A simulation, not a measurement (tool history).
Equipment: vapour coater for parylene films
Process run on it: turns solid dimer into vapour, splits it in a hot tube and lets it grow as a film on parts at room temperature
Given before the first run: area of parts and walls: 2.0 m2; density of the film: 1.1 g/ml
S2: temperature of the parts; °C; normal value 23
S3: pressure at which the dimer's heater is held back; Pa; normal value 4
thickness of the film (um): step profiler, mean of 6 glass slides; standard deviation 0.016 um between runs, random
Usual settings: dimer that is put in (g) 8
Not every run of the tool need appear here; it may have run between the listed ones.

Run 1, day 0: usual settings. Result: thickness of the film (um) 2.88.
Run 2, day 0.333: usual settings. Result: thickness of the film (um) 2.87.
Run 3, day 0.875: usual settings. Result: thickness of the film (um) 2.85.
Run 4, day 1.554: usual settings. Result: thickness of the film (um) 2.8.
Run 5, day 2.329: usual settings. Result: thickness of the film (um) 2.84.
Run 6, day 2.917: usual settings but S2 28 °C. Result: thickness of the film (um) 2.35.
Run 7, day 3.546: usual settings but dimer that is put in (g) 9. Result: thickness of the film (um) 3.19.
Run 8, day 4.321: usual settings but dimer that is put in (g) 9. Result: thickness of the film (um) 3.19.
Run 9, day 5.029: usual settings but dimer that is put in (g) 9. Result: thickness of the film (um) 3.14.
Run 10, day 5.342: usual settings. Result: thickness of the film (um) 2.82.
Run 11, day 5.938: usual settings but S3 4.37 Pa. Result: thickness of the film (um) 2.81.
Run 12, day 6.662: usual settings but S3 4.37 Pa. Result: thickness of the film (um) 2.8.
Run 13, day 7.283: usual settings but S3 4.19 Pa. Result: thickness of the film (um) 2.79.
Run 14, day 7.729: usual settings. Result: thickness of the film (um) 2.81.
Run 15, day 8.35: usual settings. Result: thickness of the film (um) 2.81.
Run 16, day 8.796: usual settings. Result: thickness of the film (um) 2.78.
Run 17, day 9.246: usual settings. Result: thickness of the film (um) 2.78.
Run 18, day 9.954: usual settings. Result: thickness of the film (um) 2.78.
Run 19, day 10.479: usual settings but S3 11.83 Pa. Result: thickness of the film (um) 2.62.
Run 20, day 11.242: usual settings but dimer that is put in (g) 4. Result: thickness of the film (um) 1.38.
Run 21, day 11.654: usual settings. Result: thickness of the film (um) 2.78.
Run 22, day 12.038: usual settings. Result: thickness of the film (um) 2.78.
At day 12.379: gauge calibrated.
Run 23, day 12.504: usual settings but dimer that is put in (g) 4, S3 9.56 Pa. Result: thickness of the film (um) 1.34.
Run 24, day 12.933: usual settings but dimer that is put in (g) 5, S3 8.67 Pa. Result: thickness of the film (um) 1.71.
Run 25, day 13.504: usual settings but dimer that is put in (g) 10, S2 22 °C, S3 10.74 Pa. Result: thickness of the film (um) 3.51.
Run 26, day 13.862: usual settings but dimer that is put in (g) 6, S2 32 °C. Result: thickness of the film (um) 1.54.
Run 27, day 14.483: usual settings but dimer that is put in (g) 6, S2 17 °C. Result: thickness of the film (um) 2.64.
At day 15.112: trap's valve overhauled.
Run 28, day 15.171: usual settings but dimer that is put in (g) 6, S2 27 °C. Result: thickness of the film (um) 1.82.
Run 29, day 15.871: usual settings but dimer that is put in (g) 4, S2 22 °C, S3 2.35 Pa. Result: thickness of the film (um) 1.52.
Run 30, day 16.592: usual settings but dimer that is put in (g) 7, S2 18 °C, S3 2.35 Pa. Result: thickness of the film (um) 3.11.
Run 31, day 17.104: usual settings but dimer that is put in (g) 7, S2 29 °C, S3 2.47 Pa. Result: thickness of the film (um) 2.05.
Run 32, day 17.458: usual settings but dimer that is put in (g) 12, S2 20 °C, S3 11.93 Pa. Result: thickness of the film (um) 4.44.
Run 33, day 17.938: usual settings but dimer that is put in (g) 3, S3 2.66 Pa. Result: thickness of the film (um) 1.08.
Run 34, day 18.662: usual settings but dimer that is put in (g) 5, S2 21 °C. Result: thickness of the film (um) 1.92.
Run 35, day 19.225: usual settings but dimer that is put in (g) 5, S2 21 °C, S3 3.2 Pa. Result: thickness of the film (um) 1.93.
Run 36, day 19.633: usual settings but S2 31 °C, S3 11.98 Pa. Result: thickness of the film (um) 1.96.
Run 37, day 19.958: usual settings but dimer that is put in (g) 6, S3 8.88 Pa. Result: thickness of the film (um) 2.
Run 38, day 20.525: usual settings but dimer that is put in (g) 6, S3 8.88 Pa. Result: thickness of the film (um) 1.99.
Run 39, day 21.033: usual settings but dimer that is put in (g) 6, S3 8.88 Pa. Result: thickness of the film (um) 2.01.
Run 40, day 21.454: usual settings but dimer that is put in (g) 6, S3 8.88 Pa. Result: thickness of the film (um) 2.01.
Run 41, day 21.95: usual settings but dimer that is put in (g) 6, S3 8.88 Pa. Result: thickness of the film (um) 1.99.
Run 42, day 22.283: usual settings but dimer that is put in (g) 4. Result: thickness of the film (um) 1.36.
Run 43, day 22.812: usual settings but dimer that is put in (g) 4. Result: thickness of the film (um) 1.39.
Run 44, day 23.425: usual settings but dimer that is put in (g) 4, S2 27 °C, S3 7.14 Pa. Result: thickness of the film (um) 1.15.

Forecast each of these 5 alternatives for the next run:
Run A, day 23.983: usual settings but dimer that is put in (g) 6, S2 27 °C, S3 11.66 Pa. Result: thickness of the film (um) ?.
Run B, day 23.983: usual settings but dimer that is put in (g) 4, S2 28 °C, S3 7.14 Pa. Result: thickness of the film (um) ?.
Run C, day 23.983: usual settings but S2 27 °C, S3 7.14 Pa. Result: thickness of the film (um) ?.
Run D, day 23.983: usual settings but dimer that is put in (g) 7, S2 27 °C, S3 7.14 Pa. Result: thickness of the film (um) ?.
Run E, day 23.983: usual settings but dimer that is put in (g) 5. Result: thickness of the film (um) ?.

run  thickness of the film (um)
  A                        1.68
  B                        1.09
  C                        2.32
  D                        2.02
  E                        1.75
With no hidden state in the tool, these same runs would have given:
run  thickness of the film (um)
  A                        1.73
  B                        1.12
  C                        2.39
  D                        2.08
  E                         1.8
